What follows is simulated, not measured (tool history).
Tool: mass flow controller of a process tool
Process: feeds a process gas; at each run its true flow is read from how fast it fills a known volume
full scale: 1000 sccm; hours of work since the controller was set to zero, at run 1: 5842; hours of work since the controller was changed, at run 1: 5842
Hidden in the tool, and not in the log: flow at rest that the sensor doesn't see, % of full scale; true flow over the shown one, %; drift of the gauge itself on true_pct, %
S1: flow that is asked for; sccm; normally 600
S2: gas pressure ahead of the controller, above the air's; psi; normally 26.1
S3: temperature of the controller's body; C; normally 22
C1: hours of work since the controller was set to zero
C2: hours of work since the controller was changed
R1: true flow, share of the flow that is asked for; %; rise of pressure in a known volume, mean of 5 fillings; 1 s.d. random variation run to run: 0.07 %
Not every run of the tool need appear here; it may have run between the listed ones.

run 1 hour=0 | S1=600 S2=26.1 S3=22 | C1=5842 C2=5842 | R1=101.78
run 2 hour=266.4 | S1=600 S2=26.1 S3=22 | C1=5989 C2=5989 | R1=101.99
run 3 hour=520.9 | S1=600 S2=26.1 S3=22 | C1=6129 C2=6129 | R1=102.26
run 4 hour=705.8 | S1=600 S2=26.1 S3=22 | C1=6231 C2=6231 | R1=102.18
-- hour=779.2 controller exchanged for a calibrated one
run 5 hour=940.3 | S1=277 S2=26.1 S3=22 | C1=89 C2=89 | R1=98.36
run 6 hour=1136.1 | S1=277 S2=26.1 S3=22 | C1=197 C2=197 | R1=98.43
run 7 hour=1383.2 | S1=277 S2=26.1 S3=22 | C1=333 C2=333 | R1=98.36
run 8 hour=1579.9 | S1=277 S2=26.1 S3=22 | C1=441 C2=441 | R1=98.51
run 9 hour=1923 | S1=491 S2=26.1 S3=22 | C1=630 C2=630 | R1=99.18
run 10 hour=2217.4 | S1=600 S2=26.1 S3=22 | C1=793 C2=793 | R1=99.63
run 11 hour=2404 | S1=600 S2=26.1 S3=22 | C1=895 C2=895 | R1=99.67
run 12 hour=2600.6 | S1=600 S2=27.4 S3=22 | C1=1004 C2=1004 | R1=99.63
run 13 hour=2925.9 | S1=333 S2=26.1 S3=22 | C1=1183 C2=1183 | R1=98.9
run 14 hour=3173.7 | S1=333 S2=26.1 S3=22 | C1=1320 C2=1320 | R1=99.21
run 15 hour=3490.6 | S1=333 S2=26.1 S3=22 | C1=1494 C2=1494 | R1=99.14
run 16 hour=3652.5 | S1=179 S2=26.1 S3=22 | C1=1583 C2=1583 | R1=98.97
run 17 hour=3796.9 | S1=179 S2=26.1 S3=22 | C1=1663 C2=1663 | R1=99.03
run 18 hour=4083.1 | S1=179 S2=26.1 S3=22 | C1=1821 C2=1821 | R1=99.07
run 19 hour=4250.7 | S1=600 S2=31.2 S3=22 | C1=1913 C2=1913 | R1=100.34
run 20 hour=4560.9 | S1=600 S2=26.1 S3=25 | C1=2084 C2=2084 | R1=99.78
run 21 hour=4735.2 | S1=600 S2=26.1 S3=22 | C1=2180 C2=2180 | R1=100.14
run 22 hour=4938.1 | S1=600 S2=26.1 S3=22 | C1=2292 C2=2292 | R1=100.05
run 23 hour=5139.2 | S1=600 S2=26.1 S3=36 | C1=2403 C2=2403 | R1=98.76
run 24 hour=5283.9 | S1=600 S2=40.3 S3=36 | C1=2483 C2=2483 | R1=99.34
run 25 hour=5631 | S1=600 S2=40.3 S3=36 | C1=2674 C2=2674 | R1=99.35
run 26 hour=5939.6 | S1=600 S2=40.3 S3=36 | C1=2844 C2=2844 | R1=99.44
run 27 hour=6157 | S1=600 S2=37.9 S3=24 | C1=2964 C2=2964 | R1=100.81
run 28 hour=6442.5 | S1=600 S2=39.6 S3=22 | C1=3121 C2=3121 | R1=101.21
run 29 hour=6751.7 | S1=130 S2=26.1 S3=24 | C1=3291 C2=3291 | R1=100.02
run 30 hour=7051.2 | S1=130 S2=26.1 S3=24 | C1=3456 C2=3456 | R1=100.18
run 31 hour=7393.2 | S1=200 S2=34.2 S3=25 | C1=3645 C2=3645 | R1=100.16
run 32 hour=7539.7 | S1=507 S2=34.2 S3=22 | C1=3726 C2=3726 | R1=100.87
run 33 hour=7736.4 | S1=943 S2=40.6 S3=21 | C1=3834 C2=3834 | R1=102.62
run 34 hour=7902.7 | S1=600 S2=28.3 S3=34 | C1=3926 C2=3926 | R1=99.69
run 35 hour=8102.9 | S1=492 S2=34.8 S3=22 | C1=4036 C2=4036 | R1=101.14
run 36 hour=8404.6 | S1=396 S2=34.8 S3=39 | C1=4202 C2=4202 | R1=99.08
run 37 hour=8735.3 | S1=396 S2=34.8 S3=39 | C1=4385 C2=4385 | R1=99.12
run 38 hour=9076.1 | S1=259 S2=26.1 S3=39 | C1=4572 C2=4572 | R1=98.86
run 39 hour=9402.8 | S1=185 S2=25.2 S3=32 | C1=4752 C2=4752 | R1=99.68
run 40 hour=9724.9 | S1=872 S2=26.1 S3=22 | C1=4930 C2=4930 | R1=102.13
run 41 hour=9943.5 | S1=216 S2=38.4 S3=37 | C1=5050 C2=5050 | R1=99.97
run 42 hour=10261.8 | S1=166 S2=30.9 S3=22 | C1=5226 C2=5226 | R1=101.54
run 43 hour=10466.4 | S1=528 S2=31.8 S3=40 | C1=5339 C2=5339 | R1=99.73
run 44 hour=10712.9 | S1=283 S2=29.4 S3=29 | C1=5474 C2=5474 | R1=100.62
run 45 hour=10870.9 | S1=283 S2=29.4 S3=29 | C1=5561 C2=5561 | R1=100.59
run 46 hour=11142.1 | S1=283 S2=29.4 S3=29 | C1=5711 C2=5711 | R1=100.74
run 47 hour=11404.2 | S1=283 S2=29.4 S3=29 | C1=5855 C2=5855 | R1=100.65

For each entry between runs, how does the tool's hidden state at the last listed run before it compare with that at the first listed run after it?
Runs 4 to 5: controller exchanged for a calibrated one (hour 779.2)
  flow at rest that the sensor doesn't see, % of full scale: 0.312 -> 0.007; true flow over the shown one, %: 2.52 -> 0.16
  measured less the result without the state, R1: +3.05 -> +0.18 %
